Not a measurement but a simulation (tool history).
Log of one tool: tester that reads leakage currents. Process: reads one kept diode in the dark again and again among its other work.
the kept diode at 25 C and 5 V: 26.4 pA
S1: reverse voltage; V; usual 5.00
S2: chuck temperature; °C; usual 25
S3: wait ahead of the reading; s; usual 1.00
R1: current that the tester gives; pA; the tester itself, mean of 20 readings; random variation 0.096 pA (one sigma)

{"run": 1, "hour": 0.0, "S1": 5.0, "S2": 25, "S3": 1.0, "R1": 31.98}
{"run": 2, "hour": 197.7, "S1": 1.38, "S2": 25, "S3": 1.0, "R1": 14.74}
{"run": 3, "hour": 393.9, "S1": 4.61, "S2": 25, "S3": 1.0, "R1": 32.78}
{"run": 4, "hour": 508.7, "S1": 5.0, "S2": 25, "S3": 1.0, "R1": 35.05}
{"run": 5, "hour": 671.5, "S1": 5.0, "S2": 25, "S3": 1.0, "R1": 30.61}
{"run": 6, "hour": 900.1, "S1": 5.0, "S2": 25, "S3": 1.0, "R1": 31.99}
{"run": 7, "hour": 1055.7, "S1": 5.0, "S2": 25, "S3": 2.26, "R1": 32.64}
{"run": 8, "hour": 1281.8, "S1": 5.0, "S2": 25, "S3": 1.0, "R1": 34.15}
{"run": 9, "hour": 1465.8, "S1": 5.0, "S2": 25, "S3": 1.0, "R1": 35.43}
{"run": 10, "hour": 1698.3, "S1": 5.0, "S2": 25, "S3": 1.0, "R1": 36.72}
{"run": 11, "hour": 1876.3, "S1": 5.0, "S2": 25, "S3": 1.0, "R1": 32.67}
{"run": 12, "hour": 2104.2, "S1": 5.0, "S2": 25, "S3": 1.0, "R1": 33.87}
{"run": 13, "hour": 2224.8, "S1": 5.0, "S2": 25, "S3": 1.0, "R1": 34.69}
{"run": 14, "hour": 2429.6, "S1": 5.0, "S2": 25, "S3": 1.0, "R1": 35.67}
{"run": 15, "hour": 2627.9, "S1": 5.0, "S2": 25, "S3": 1.0, "R1": 37.05}
{"run": 16, "hour": 2802.6, "S1": 5.0, "S2": 25, "S3": 6.01, "R1": 38.14}
{"run": 17, "hour": 2958.2, "S1": 1.55, "S2": 25, "S3": 1.0, "R1": 18.09}
{"run": 18, "hour": 3182.0, "S1": 1.55, "S2": 25, "S3": 1.0, "R1": 16.55}
{"run": 19, "hour": 3294.7, "S1": 5.0, "S2": 25, "S3": 0.4, "R1": 38.0}
{"run": 20, "hour": 3438.7, "S1": 5.0, "S2": 25, "S3": 0.4, "R1": 38.93}
{"run": 21, "hour": 3686.8, "S1": 5.0, "S2": 25, "S3": 0.4, "R1": 40.64}
{"run": 22, "hour": 3899.8, "S1": 5.0, "S2": 23, "S3": 1.97, "R1": 35.71}
{"run": 23, "hour": 4088.5, "S1": 5.0, "S2": 23, "S3": 1.97, "R1": 36.71}
{"run": 24, "hour": 4341.9, "S1": 5.09, "S2": 51, "S3": 1.97, "R1": 205.44}
{"run": 25, "hour": 4612.1, "S1": 15.33, "S2": 26, "S3": 3.35, "R1": 91.56}
{"run": 26, "hour": 4748.0, "S1": 2.03, "S2": 25, "S3": 3.18, "R1": 21.1}
{"run": 27, "hour": 4965.0, "S1": 13.98, "S2": 27, "S3": 1.82, "R1": 65.92}
{"run": 28, "hour": 5164.0, "S1": 13.98, "S2": 27, "S3": 1.82, "R1": 68.96}
{"run": 29, "hour": 5380.9, "S1": 13.98, "S2": 27, "S3": 1.82, "R1": 62.01}
{"run": 30, "hour": 5532.0, "S1": 13.98, "S2": 27, "S3": 1.82, "R1": 63.93}
{"run": 31, "hour": 5670.7, "S1": 5.0, "S2": 41, "S3": 5.97, "R1": 99.31}
{"run": 32, "hour": 5905.2, "S1": 11.93, "S2": 59, "S3": 6.33, "R1": 600.05}
{"run": 33, "hour": 6135.5, "S1": 11.93, "S2": 59, "S3": 6.33, "R1": 617.24}
{"run": 34, "hour": 6385.8, "S1": 11.93, "S2": 59, "S3": 6.33, "R1": 635.42}
{"run": 35, "hour": 6529.1, "S1": 11.93, "S2": 59, "S3": 6.33, "R1": 561.7}
{"run": 36, "hour": 6722.0, "S1": 11.93, "S2": 59, "S3": 6.33, "R1": 575.74}
{"run": 37, "hour": 6867.4, "S1": 11.93, "S2": 59, "S3": 6.33, "R1": 581.69}
{"run": 38, "hour": 7060.7, "S1": 5.0, "S2": 45, "S3": 0.56, "R1": 139.34}

Not shown: 9 entries that the log had between the listed runs. Between which runs, and how does the tool's hidden state differ before and after?
Between runs 4 and 5: chuck's temperature calibrated (hour 634.3)
  stray current of the dirty probe card, pA a volt: 0.739 -> 0.792; current scale over the true one, %: -0.85 -> -0.87; true chuck temperature over the reading, C: 1.98 -> 0
  measured less the result without the state, R1: +7.96 -> +3.57 pA
Between runs 10 and 11: tester calibrated (hour 1773.1); chuck's temperature calibrated (hour 1815.8)
  stray current of the dirty probe card, pA a volt: 1.124 -> 1.183; current scale over the true one, %: -0.98 -> -1.35; true chuck temperature over the reading, C: 1.84 -> 0.08
  measured less the result without the state, R1: +9.48 -> +5.54 pA
Between runs 15 and 16: tester calibrated, once more (hour 2763.9)
  stray current of the dirty probe card, pA a volt: 1.428 -> 1.487; current scale over the true one, %: -1.42 -> -0.1; true chuck temperature over the reading, C: 1.43 -> 1.73
  measured less the result without the state, R1: +9.81 -> +11.39 pA
Between runs 17 and 18: chuck's temperature calibrated (hour 2982.7)
  stray current of the dirty probe card, pA a volt: 1.537 -> 1.612; current scale over the true one, %: -0.12 -> -0.14; true chuck temperature over the reading, C: 2.04 -> 0.56
  measured less the result without the state, R1: +4.73 -> +3.08 pA
Between runs 23 and 24: chuck's temperature calibrated (hour 4150.5)
  stray current of the dirty probe card, pA a volt: 1.914 -> 1.997; current scale over the true one, %: -0.23 -> -0.26; true chuck temperature over the reading, C: 2.19 -> 0.22
  measured less the result without the state, R1: +13.89 -> +12.45 pA
Between runs 26 and 27: probe card cleaned and baked (hour 4883.9)
  stray current of the dirty probe card, pA a volt: 2.13 -> 0.05; current scale over the true one, %: -0.3 -> -0.32; true chuck temperature over the reading, C: 0.97 -> 1.34
  measured less the result without the state, R1: +5.51 -> +6.86 pA
Between runs 28 and 29: chuck's temperature calibrated (hour 5322.6)
  stray current of the dirty probe card, pA a volt: 0.122 -> 0.192; current scale over the true one, %: -0.34 -> -0.37; true chuck temperature over the reading, C: 1.69 -> 0.2
  measured less the result without the state, R1: +9.68 -> +3.12 pA
Between runs 34 and 35: chuck's temperature calibrated (hour 6493.0)
  stray current of the dirty probe card, pA a volt: 0.525 -> 0.571; current scale over the true one, %: -0.48 -> -0.49; true chuck temperature over the reading, C: 2.05 -> 0.12
  measured less the result without the state, R1: +82.98 -> +8.23 pA
